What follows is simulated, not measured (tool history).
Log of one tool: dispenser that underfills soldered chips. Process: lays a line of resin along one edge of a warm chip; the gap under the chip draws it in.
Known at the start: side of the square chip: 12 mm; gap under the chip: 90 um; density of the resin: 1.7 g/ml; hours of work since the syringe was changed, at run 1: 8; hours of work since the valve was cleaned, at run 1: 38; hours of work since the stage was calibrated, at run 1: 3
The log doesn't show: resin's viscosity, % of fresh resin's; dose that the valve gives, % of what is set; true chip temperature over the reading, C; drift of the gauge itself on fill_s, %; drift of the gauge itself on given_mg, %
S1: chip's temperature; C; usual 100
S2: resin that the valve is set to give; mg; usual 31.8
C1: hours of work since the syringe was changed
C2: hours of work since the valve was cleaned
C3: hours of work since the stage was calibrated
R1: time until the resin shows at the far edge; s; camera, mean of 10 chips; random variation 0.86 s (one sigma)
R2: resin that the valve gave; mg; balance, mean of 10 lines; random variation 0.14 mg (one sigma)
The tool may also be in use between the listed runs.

{"run": 1, "hour": 0.0, "S1": 100, "S2": 31.8, "C1": 8, "C2": 38, "C3": 3, "R1": 156.0, "R2": 31.0}
{"hour": 2.1, "done": "new syringe of resin"}
{"run": 2, "hour": 3.8, "S1": 100, "S2": 31.8, "C1": 1, "C2": 41, "C3": 6, "R1": 88.8, "R2": 30.84}
{"run": 3, "hour": 7.1, "S1": 100, "S2": 31.8, "C1": 4, "C2": 44, "C3": 9, "R1": 107.7, "R2": 30.76}
{"run": 4, "hour": 11.4, "S1": 97, "S2": 31.8, "C1": 7, "C2": 47, "C3": 12, "R1": 154.7, "R2": 30.7}
{"run": 5, "hour": 14.3, "S1": 97, "S2": 31.8, "C1": 10, "C2": 49, "C3": 15, "R1": 185.2, "R2": 30.43}
{"hour": 14.9, "done": "new syringe of resin"}
{"run": 6, "hour": 17.6, "S1": 97, "S2": 31.8, "C1": 2, "C2": 52, "C3": 17, "R1": 106.1, "R2": 30.5}
{"run": 7, "hour": 21.3, "S1": 100, "S2": 31.8, "C1": 5, "C2": 55, "C3": 20, "R1": 116.0, "R2": 30.54}
{"run": 8, "hour": 24.9, "S1": 100, "S2": 31.8, "C1": 8, "C2": 58, "C3": 23, "R1": 148.5, "R2": 30.25}
{"hour": 27.8, "done": "new syringe of resin"}
{"run": 9, "hour": 29.5, "S1": 100, "S2": 31.8, "C1": 1, "C2": 61, "C3": 26, "R1": 91.1, "R2": 30.5}
{"run": 10, "hour": 33.2, "S1": 93, "S2": 34.7, "C1": 4, "C2": 64, "C3": 29, "R1": 147.0, "R2": 33.27}
{"run": 11, "hour": 36.5, "S1": 93, "S2": 34.7, "C1": 7, "C2": 66, "C3": 31, "R1": 178.6, "R2": 32.62}
{"run": 12, "hour": 39.4, "S1": 89, "S2": 29.1, "C1": 9, "C2": 69, "C3": 34, "R1": 264.8, "R2": 27.81}
{"hour": 40.6, "done": "new syringe of resin"}
{"run": 13, "hour": 43.2, "S1": 92, "S2": 40.2, "C1": 2, "C2": 71, "C3": 37, "R1": 126.2, "R2": 37.99}
{"run": 14, "hour": 47.2, "S1": 91, "S2": 32.5, "C1": 5, "C2": 75, "C3": 40, "R1": 172.0, "R2": 30.72}
{"run": 15, "hour": 51.0, "S1": 89, "S2": 35.1, "C1": 8, "C2": 78, "C3": 43, "R1": 231.5, "R2": 32.83}
{"hour": 52.7, "done": "dispensing valve cleaned and set on the balance"}
{"hour": 54.4, "done": "new syringe of resin"}
{"run": 16, "hour": 56.4, "S1": 91, "S2": 39.6, "C1": 2, "C2": 3, "C3": 46, "R1": 123.8, "R2": 39.38}
{"run": 17, "hour": 60.8, "S1": 87, "S2": 37.1, "C1": 5, "C2": 6, "C3": 49, "R1": 195.1, "R2": 36.69}

Hidden state or all else? Some run-to-run changes of R1, split into what the settings, what came in and random variation would give without the hidden state, and what is left for the hidden state (with any gauge scatter that isn't in both results):
Run 12 -> 13: S1 89 -> 92, S2 29.1 -> 40.2, new syringe of resin. R1 -138.6 s: hidden state -117.9, all else -20.7.
